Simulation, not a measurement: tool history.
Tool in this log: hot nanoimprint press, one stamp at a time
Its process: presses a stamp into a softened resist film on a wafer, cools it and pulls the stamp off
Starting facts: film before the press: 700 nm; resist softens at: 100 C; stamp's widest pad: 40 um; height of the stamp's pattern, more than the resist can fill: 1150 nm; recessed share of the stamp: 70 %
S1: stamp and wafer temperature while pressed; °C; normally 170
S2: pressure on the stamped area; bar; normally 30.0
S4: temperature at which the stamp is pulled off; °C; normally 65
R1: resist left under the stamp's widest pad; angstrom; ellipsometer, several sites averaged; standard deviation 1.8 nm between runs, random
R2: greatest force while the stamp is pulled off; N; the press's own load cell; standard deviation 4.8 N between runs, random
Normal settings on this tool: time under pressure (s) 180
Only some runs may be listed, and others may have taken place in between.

Run 1, hour 0.0: usual settings. Result: R1 2846 angstrom, R2 257 N.
Run 2, hour 32.0: usual settings. Result: R1 2805 angstrom, R2 259 N.
Run 3, hour 70.8: usual settings but time under pressure (s) 101. Result: R1 3513 angstrom, R2 276 N.
Run 4, hour 105.6: usual settings but time under pressure (s) 101. Result: R1 3445 angstrom, R2 279 N.
Run 5, hour 150.3: usual settings but time under pressure (s) 221. Result: R1 2582 angstrom, R2 279 N.
Run 6, hour 173.2: usual settings but time under pressure (s) 221. Result: R1 2554 angstrom, R2 280 N.
Run 7, hour 218.9: usual settings but time under pressure (s) 221. Result: R1 2546 angstrom, R2 282 N.
Run 8, hour 245.1: usual settings but time under pressure (s) 221. Result: R1 2544 angstrom, R2 289 N.
Run 9, hour 279.6: usual settings but time under pressure (s) 221. Result: R1 2498 angstrom, R2 290 N.
Run 10, hour 308.9: usual settings but S4 59 °C. Result: R1 2768 angstrom, R2 339 N.
Run 11, hour 348.6: usual settings but S4 59 °C. Result: R1 2727 angstrom, R2 352 N.
Run 12, hour 394.2: usual settings but S1 178 °C. Result: R1 1836 angstrom, R2 291 N.
At hour 401.2: plate thermocouple calibrated.
At hour 427.5: stamp cleaned and given a new release coat.
Run 13, hour 431.9: usual settings but S2 22.3 bar. Result: R1 3073 angstrom, R2 235 N.
Run 14, hour 468.3: usual settings but S2 27.6 bar. Result: R1 2802 angstrom, R2 227 N.
At hour 486.0: plate thermocouple calibrated, once more.
Run 15, hour 515.6: usual settings. Result: R1 2879 angstrom, R2 238 N.
Run 16, hour 544.7: usual settings but S2 35.4 bar, time under pressure (s) 272. Result: R1 2264 angstrom, R2 253 N.
Run 17, hour 583.2: usual settings but S1 171 °C, S2 18.1 bar, time under pressure (s) 272. Result: R1 2906 angstrom, R2 252 N.
Run 18, hour 627.5: usual settings but time under pressure (s) 150. Result: R1 3095 angstrom, R2 261 N.
Run 19, hour 669.5: usual settings but time under pressure (s) 150. Result: R1 3077 angstrom, R2 259 N.
Run 20, hour 704.5: usual settings but S1 164 °C. Result: R1 3844 angstrom, R2 262 N.
Run 21, hour 734.2: usual settings but S1 169 °C, S2 35.7 bar, time under pressure (s) 136, S4 53 °C. Result: R1 3078 angstrom, R2 366 N.
Run 22, hour 759.7: usual settings but S1 169 °C, S2 35.7 bar, time under pressure (s) 136, S4 53 °C. Result: R1 3066 angstrom, R2 362 N.
Run 23, hour 807.7: usual settings but time under pressure (s) 281, S4 67 °C. Result: R1 2371 angstrom, R2 266 N.
Run 24, hour 853.1: usual settings but S1 169 °C, time under pressure (s) 275, S4 67 °C. Result: R1 2471 angstrom, R2 268 N.
Run 25, hour 889.8: usual settings but S1 175 °C, time under pressure (s) 275, S4 67 °C. Result: R1 1795 angstrom, R2 257 N.
Run 26, hour 911.8: usual settings but time under pressure (s) 226. Result: R1 2560 angstrom, R2 284 N.
Run 27, hour 953.1: usual settings but S1 167 °C, S2 20.7 bar, time under pressure (s) 288. Result: R1 3179 angstrom, R2 294 N.
Run 28, hour 992.4: usual settings but S1 167 °C, S2 39.5 bar, time under pressure (s) 273, S4 57 °C. Result: R1 2455 angstrom, R2 367 N.
Run 29, hour 1032.3: usual settings but S1 167 °C, S2 18.6 bar, time under pressure (s) 273, S4 57 °C. Result: R1 3313 angstrom, R2 375 N.

Selected run-to-run steps in R1, each split into two signed amounts: the part the tool would show with no hidden state at all (from settings, incoming material and random variation), and the remainder, which goes to the hidden state together with any gauge scatter not common to the measured and the hidden-state-free results:
What the log doesn't record here: true temperature over the reading, C; pressure that arrives at the usual setting, %; grip of the stamp's worn release coat, % over a new coat's; drift of the gauge itself on residual_nm, %; drift of the gauge itself on pull_off_n, %.
Run 11 -> 12: S1 170 -> 178, S4 59 -> 65. R1 -891 angstrom: hidden state +35, all else -926.
Run 12 -> 13: S1 178 -> 170, S2 30.0 -> 22.3, plate thermocouple calibrated, stamp cleaned and given a new release coat. R1 +1237 angstrom: hidden state -109, all else +1346.
Run 14 -> 15: S2 27.6 -> 30.0, plate thermocouple calibrated, once more. R1 +77 angstrom: hidden state +226, all else -149.
